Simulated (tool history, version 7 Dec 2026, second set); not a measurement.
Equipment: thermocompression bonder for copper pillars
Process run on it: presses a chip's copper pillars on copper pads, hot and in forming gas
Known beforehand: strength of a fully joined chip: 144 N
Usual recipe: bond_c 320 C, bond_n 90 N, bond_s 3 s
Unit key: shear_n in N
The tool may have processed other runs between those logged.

run	day	bond_c	bond_n	bond_s	shear_n
1	0	320	90	3	76
# day 2.458: heater calibrated with a thermocouple chip
2	2.458	320	59	3	59.7
# day 3.604: forming gas filter changed
3	4.567	320	90	3	78.8
4	6.95	320	121	3	91.3
5	10.179	320	86	3	76.1
6	12.25	320	90	3	77.6
7	13.833	320	90	3	75.3
# day 15.15: forming gas filter changed
8	15.85	320	90	3	81.3
9	19.362	320	90	3	77.4
10	21.938	320	90	3	77.5
11	23.733	320	90	3	76.3
# day 26.7: forming gas filter changed
12	27.225	320	90	3	77.1
13	30.012	320	90	3	76.6
14	32.738	320	90	3	76.8
15	34.65	320	90	3	73.6
# day 36.862: heater calibrated with a thermocouple chip
16	38.1	320	90	2	65.8
# day 38.329: forming gas filter changed
17	41.062	320	90	2	67.5
18	44.254	320	90	3	75.7
19	47.192	320	90	3	75.1
20	49.254	320	90	3	72.9
# day 49.829: forming gas filter changed
21	50.967	320	90	3	78.2
# day 53.725: force cell calibrated
22	54	307	67	4	67.9
23	57.129	307	67	4	66.7
24	58.808	307	67	4	67.3
25	60.508	310	63	4	63.2
# day 61.488: forming gas filter changed
26	62.383	324	112	2	79.5
27	64.312	320	64	2	54.4
28	67.654	291	66	6	67.5
29	69.942	291	66	6	65.3
# day 71.433: heater calibrated with a thermocouple chip
30	71.738	334	99	2	76.5
# day 73.2: forming gas filter changed
31	73.296	304	62	4	62.9
32	75.283	340	70	2	68.7
33	76.775	340	70	2	68.7
34	79.488	320	90	5	92.8
35	81.433	322	64	2	55.1
36	83.558	322	64	2	53.4
# day 84.762: forming gas filter changed
37	85.083	322	64	2	56
38	87.75	293	90	4	71.6
39	90.296	339	100	4	98.9

For some of the steps in shear_n from one run to the next: how much would appear even if the tool had no hidden state, given the settings, what came in and random variation, and how much remains for the hidden state plus any gauge scatter that the measured result and the result without hidden state don't share?
Hidden conditions of the tool in this case: true temperature of the bond over the reading, C; force that reaches the chip, % of what is set; oxide that the forming gas leaves, % of the face; drift of the gauge itself on shear_n, %.
Run 7 -> 8: forming gas filter changed. shear_n +6 N: hidden state +3.1, all else +2.9.
Run 20 -> 21: forming gas filter changed. shear_n +5.3 N: hidden state +3.2, all else +2.1.
Run 26 -> 27: bond_c 324 -> 320, bond_n 112 -> 64. shear_n -25.1 N: hidden state -0.2, all else -24.9.
Run 30 -> 31: bond_c 334 -> 304, bond_n 99 -> 62, bond_s 2 -> 4, forming gas filter changed. shear_n -13.6 N: hidden state +3.7, all else -17.3.
Run 34 -> 35: bond_c 320 -> 322, bond_n 90 -> 64, bond_s 5 -> 2. shear_n -37.7 N: hidden state +0.7, all else -38.4.
Run 38 -> 39: bond_c 293 -> 339, bond_n 90 -> 100. shear_n +27.3 N: hidden state -1.7, all else +29.
